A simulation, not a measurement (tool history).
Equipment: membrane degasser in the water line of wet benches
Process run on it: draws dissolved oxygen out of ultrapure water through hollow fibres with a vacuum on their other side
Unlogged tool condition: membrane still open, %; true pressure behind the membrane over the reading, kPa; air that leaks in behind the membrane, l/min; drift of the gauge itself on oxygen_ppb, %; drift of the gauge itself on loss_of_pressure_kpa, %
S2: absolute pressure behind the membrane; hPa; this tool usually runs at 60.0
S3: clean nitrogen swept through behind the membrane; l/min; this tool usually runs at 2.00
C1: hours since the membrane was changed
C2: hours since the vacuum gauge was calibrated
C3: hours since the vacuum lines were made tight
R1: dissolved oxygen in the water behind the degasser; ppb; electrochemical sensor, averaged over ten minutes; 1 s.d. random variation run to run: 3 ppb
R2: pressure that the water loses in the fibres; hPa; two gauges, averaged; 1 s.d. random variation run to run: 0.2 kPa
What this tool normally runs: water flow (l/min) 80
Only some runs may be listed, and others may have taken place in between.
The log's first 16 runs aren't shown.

{"run": 17, "hour": 813.3, "water flow (l/min)": 66, "S2": 60.0, "S3": 2.0, "C1": 2207, "C2": 719, "C3": 5580, "R1": 228.9, "R2": 357.8}
{"run": 18, "hour": 873.1, "water flow (l/min)": 66, "S2": 60.0, "S3": 2.0, "C1": 2267, "C2": 779, "C3": 5640, "R1": 230.7, "R2": 363.4}
{"run": 19, "hour": 925.1, "water flow (l/min)": 66, "S2": 60.0, "S3": 2.0, "C1": 2319, "C2": 831, "C3": 5692, "R1": 230.3, "R2": 357.3}
{"run": 20, "hour": 969.0, "water flow (l/min)": 66, "S2": 60.0, "S3": 2.0, "C1": 2363, "C2": 875, "C3": 5736, "R1": 232.2, "R2": 362.2}
{"run": 21, "hour": 1023.5, "water flow (l/min)": 66, "S2": 60.0, "S3": 2.0, "C1": 2417, "C2": 929, "C3": 5790, "R1": 228.6, "R2": 364.0}
{"run": 22, "hour": 1084.6, "water flow (l/min)": 66, "S2": 60.0, "S3": 2.0, "C1": 2478, "C2": 990, "C3": 5851, "R1": 229.1, "R2": 365.0}
{"run": 23, "hour": 1121.1, "water flow (l/min)": 66, "S2": 60.0, "S3": 2.0, "C1": 2515, "C2": 1027, "C3": 5888, "R1": 230.0, "R2": 367.2}
{"run": 24, "hour": 1167.7, "water flow (l/min)": 115, "S2": 64.0, "S3": 2.0, "C1": 2561, "C2": 1074, "C3": 5934, "R1": 619.9, "R2": 632.5}
{"run": 25, "hour": 1208.4, "water flow (l/min)": 118, "S2": 74.3, "S3": 4.73, "C1": 2602, "C2": 1114, "C3": 5975, "R1": 526.7, "R2": 651.9}
{"run": 26, "hour": 1266.4, "water flow (l/min)": 116, "S2": 74.3, "S3": 4.73, "C1": 2660, "C2": 1172, "C3": 6033, "R1": 519.2, "R2": 638.9}
{"run": 27, "hour": 1296.1, "water flow (l/min)": 80, "S2": 101.1, "S3": 1.1, "C1": 2690, "C2": 1202, "C3": 6063, "R1": 863.4, "R2": 438.6}
{"run": 28, "hour": 1336.5, "water flow (l/min)": 52, "S2": 60.0, "S3": 2.0, "C1": 2730, "C2": 1242, "C3": 6103, "R1": 172.7, "R2": 287.9}
{"run": 29, "hour": 1377.2, "water flow (l/min)": 52, "S2": 60.0, "S3": 2.0, "C1": 2771, "C2": 1283, "C3": 6144, "R1": 169.9, "R2": 287.2}
{"run": 30, "hour": 1434.2, "water flow (l/min)": 52, "S2": 60.0, "S3": 2.0, "C1": 2828, "C2": 1340, "C3": 6201, "R1": 170.2, "R2": 286.9}
{"run": 31, "hour": 1497.1, "water flow (l/min)": 125, "S2": 60.0, "S3": 1.72, "C1": 2891, "C2": 1403, "C3": 6264, "R1": 709.9, "R2": 689.8}
{"run": 32, "hour": 1553.5, "water flow (l/min)": 80, "S2": 60.0, "S3": 1.11, "C1": 2947, "C2": 1459, "C3": 6320, "R1": 427.0, "R2": 442.9}
{"run": 33, "hour": 1603.4, "water flow (l/min)": 80, "S2": 120.5, "S3": 2.28, "C1": 2997, "C2": 1509, "C3": 6370, "R1": 691.3, "R2": 440.3}

What if the next run were any one of these 3? Each begins from the tool's condition after run 33:
{"run": "A", "hour": 1661.4, "water flow (l/min)": 69, "S2": 60.0, "S3": 2.0, "C1": 3055, "C2": 1567, "C3": 6428, "R1": "?", "R2": "?"}
{"run": "B", "hour": 1661.4, "water flow (l/min)": 80, "S2": 60.0, "S3": 1.66, "C1": 3055, "C2": 1567, "C3": 6428, "R1": "?", "R2": "?"}
{"run": "C", "hour": 1661.4, "water flow (l/min)": 49, "S2": 112.3, "S3": 1.36, "C1": 3055, "C2": 1567, "C3": 6428, "R1": "?", "R2": "?"}

run=A R1=247.3 R2=383.2
run=B R1=354.1 R2=444.4
run=C R1=576.8 R2=271.8
The same runs, with their run-to-run variation unchanged, on a tool lacking any hidden condition would have given:
run=A R1=234.0 R2=369.5
run=B R1=334.6 R2=428.5
run=C R1=568.7 R2=262.1
